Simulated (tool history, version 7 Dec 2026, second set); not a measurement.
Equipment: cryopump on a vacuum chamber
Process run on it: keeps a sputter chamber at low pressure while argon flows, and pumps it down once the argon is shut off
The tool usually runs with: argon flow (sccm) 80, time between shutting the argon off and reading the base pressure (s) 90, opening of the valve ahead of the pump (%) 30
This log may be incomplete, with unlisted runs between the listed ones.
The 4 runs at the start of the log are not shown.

| run | hour | argon flow (sccm) | time between shutting the argon off and reading the base pressure (s) | opening of the valve ahead of the pump (%) | pressure while argon flows (Pa) | pressure after the wait (uPa) |
|---|---|---|---|---|---|---|
| 5 | 82.8 | 80 | 90 | 30 | 0.1849 | 0.95 |
| 6 | 97.0 | 80 | 90 | 30 | 0.1863 | 0.93 |
| 7 | 120.7 | 80 | 90 | 30 | 0.1851 | 0.91 |
| 8 | 139.2 | 39 | 90 | 30 | 0.0915 | 0.96 |
| 9 | 163.1 | 39 | 90 | 30 | 0.0906 | 0.97 |
| 10 | 175.7 | 80 | 90 | 30 | 0.1881 | 0.88 |
| 11 | 188.1 | 80 | 90 | 30 | 0.1862 | 0.93 |
| 12 | 214.2 | 80 | 90 | 30 | 0.1867 | 0.93 |
| 13 | 229.2 | 80 | 90 | 30 | 0.1868 | 0.92 |
| 14 | 257.9 | 80 | 90 | 30 | 0.1851 | 0.99 |
| 15 | 281.9 | 79 | 90 | 30 | 0.1864 | 0.98 |
| 16 | 295.1 | 79 | 90 | 30 | 0.1845 | 0.99 |
| 17 | 321.3 | 80 | 90 | 60 | 0.0962 | 0.94 |

Expected results for the next run?
| 18 | 344.9 | 80 | 34 | 21 | ? | ? |

pressure while argon flows (Pa): 0.2685
pressure after the wait (uPa): 1.59
Minus the tool's unlogged condition, the same run would have read pressure while argon flows (Pa) 0.2639, pressure after the wait (uPa) 1.11.

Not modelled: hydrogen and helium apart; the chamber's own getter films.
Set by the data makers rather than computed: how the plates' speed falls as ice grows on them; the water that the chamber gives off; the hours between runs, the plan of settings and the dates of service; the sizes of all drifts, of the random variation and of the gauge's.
